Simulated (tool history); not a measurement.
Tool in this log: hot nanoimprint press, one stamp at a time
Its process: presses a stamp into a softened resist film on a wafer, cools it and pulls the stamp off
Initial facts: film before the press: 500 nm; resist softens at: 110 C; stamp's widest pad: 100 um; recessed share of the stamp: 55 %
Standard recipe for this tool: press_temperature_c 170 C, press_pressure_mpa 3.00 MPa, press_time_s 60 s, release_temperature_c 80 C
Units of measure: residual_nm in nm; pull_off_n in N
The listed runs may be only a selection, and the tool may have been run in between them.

run 1 hour=0.0 | press_temperature_c=170 press_pressure_mpa=3.00 press_time_s=60 release_temperature_c=80 | residual_nm=237.1 pull_off_n=145
run 2 hour=78.1 | press_temperature_c=170 press_pressure_mpa=3.00 press_time_s=60 release_temperature_c=80 | residual_nm=234.4 pull_off_n=154
-- hour=94.1 plate thermocouple calibrated
run 3 hour=147.3 | press_temperature_c=170 press_pressure_mpa=3.00 press_time_s=60 release_temperature_c=80 | residual_nm=253.9 pull_off_n=173
run 4 hour=194.4 | press_temperature_c=170 press_pressure_mpa=3.00 press_time_s=60 release_temperature_c=73 | residual_nm=254.9 pull_off_n=209
run 5 hour=239.8 | press_temperature_c=170 press_pressure_mpa=3.00 press_time_s=60 release_temperature_c=73 | residual_nm=253.6 pull_off_n=213
run 6 hour=305.1 | press_temperature_c=170 press_pressure_mpa=3.66 press_time_s=60 release_temperature_c=80 | residual_nm=232.0 pull_off_n=196
run 7 hour=360.1 | press_temperature_c=170 press_pressure_mpa=3.66 press_time_s=60 release_temperature_c=80 | residual_nm=232.1 pull_off_n=215
run 8 hour=405.8 | press_temperature_c=170 press_pressure_mpa=3.66 press_time_s=60 release_temperature_c=80 | residual_nm=229.2 pull_off_n=216
run 9 hour=468.2 | press_temperature_c=170 press_pressure_mpa=3.66 press_time_s=60 release_temperature_c=80 | residual_nm=229.6 pull_off_n=229
-- hour=507.8 stamp cleaned and given a new release coat
run 10 hour=533.1 | press_temperature_c=170 press_pressure_mpa=3.66 press_time_s=60 release_temperature_c=80 | residual_nm=227.5 pull_off_n=101
run 11 hour=600.7 | press_temperature_c=170 press_pressure_mpa=3.00 press_time_s=60 release_temperature_c=80 | residual_nm=247.1 pull_off_n=109
run 12 hour=674.2 | press_temperature_c=170 press_pressure_mpa=3.91 press_time_s=60 release_temperature_c=80 | residual_nm=221.5 pull_off_n=119
run 13 hour=730.5 | press_temperature_c=170 press_pressure_mpa=3.91 press_time_s=60 release_temperature_c=80 | residual_nm=220.4 pull_off_n=126
run 14 hour=808.5 | press_temperature_c=170 press_pressure_mpa=3.91 press_time_s=60 release_temperature_c=80 | residual_nm=217.7 pull_off_n=141
-- hour=873.2 plate thermocouple calibrated
run 15 hour=874.6 | press_temperature_c=170 press_pressure_mpa=3.47 press_time_s=60 release_temperature_c=80 | residual_nm=241.5 pull_off_n=145
run 16 hour=923.9 | press_temperature_c=170 press_pressure_mpa=2.49 press_time_s=78 release_temperature_c=80 | residual_nm=246.7 pull_off_n=161
run 17 hour=958.4 | press_temperature_c=170 press_pressure_mpa=2.49 press_time_s=78 release_temperature_c=80 | residual_nm=246.2 pull_off_n=166

Run 18 comes next. What will it give?
-- hour=1000.3 press's hydraulic seals changed and the load cell set to zero
run 18 hour=1033.0 | press_temperature_c=176 press_pressure_mpa=3.00 press_time_s=32 release_temperature_c=83 | residual_nm=? pull_off_n=?

{"run 18": {"residual_nm": 219.5, "pull_off_n": 161}}
On a tool with no hidden condition, and with the same random variation, this run would have come out at residual_nm 227.0 nm, pull_off_n 92 N.
